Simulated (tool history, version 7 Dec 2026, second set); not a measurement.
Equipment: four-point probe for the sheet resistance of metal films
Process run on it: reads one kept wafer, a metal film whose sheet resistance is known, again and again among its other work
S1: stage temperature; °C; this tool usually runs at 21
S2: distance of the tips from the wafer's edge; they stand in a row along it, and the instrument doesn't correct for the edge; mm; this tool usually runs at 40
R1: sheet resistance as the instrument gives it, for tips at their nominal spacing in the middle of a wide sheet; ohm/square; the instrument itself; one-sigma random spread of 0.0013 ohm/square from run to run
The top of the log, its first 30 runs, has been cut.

run 31 hour=951.8 | S1=19 S2=28 | R1=6.743258
run 32 hour=986.2 | S1=23 S2=65 | R1=6.746415
run 33 hour=1027.1 | S1=23 S2=7 | R1=6.861612
run 34 hour=1058.6 | S1=29 S2=70 | R1=6.76304
run 35 hour=1083 | S1=32 S2=70 | R1=6.7689
run 36 hour=1102.5 | S1=25 S2=49 | R1=6.755751
run 37 hour=1146 | S1=24 S2=75 | R1=6.748296
run 38 hour=1179.9 | S1=25 S2=9 | R1=6.824672

Branching from run 38: 5 alternative next runs. What would each branch give?
run A hour=1217.2 | S1=21 S2=6 | R1=?
run B hour=1217.2 | S1=30 S2=5 | R1=?
run C hour=1217.2 | S1=21 S2=4 | R1=?
run D hour=1217.2 | S1=21 S2=40 | R1=?
run E hour=1217.2 | S1=33 S2=40 | R1=?

run=A R1=6.901294
run=B R1=6.992387
run=C R1=7.090653
run=D R1=6.745434
run=E R1=6.775317
What these runs would have given with no unlogged condition in the tool:
run=A R1=6.872772
run=B R1=6.963416
run=C R1=7.061427
run=D R1=6.717499
run=E R1=6.747131

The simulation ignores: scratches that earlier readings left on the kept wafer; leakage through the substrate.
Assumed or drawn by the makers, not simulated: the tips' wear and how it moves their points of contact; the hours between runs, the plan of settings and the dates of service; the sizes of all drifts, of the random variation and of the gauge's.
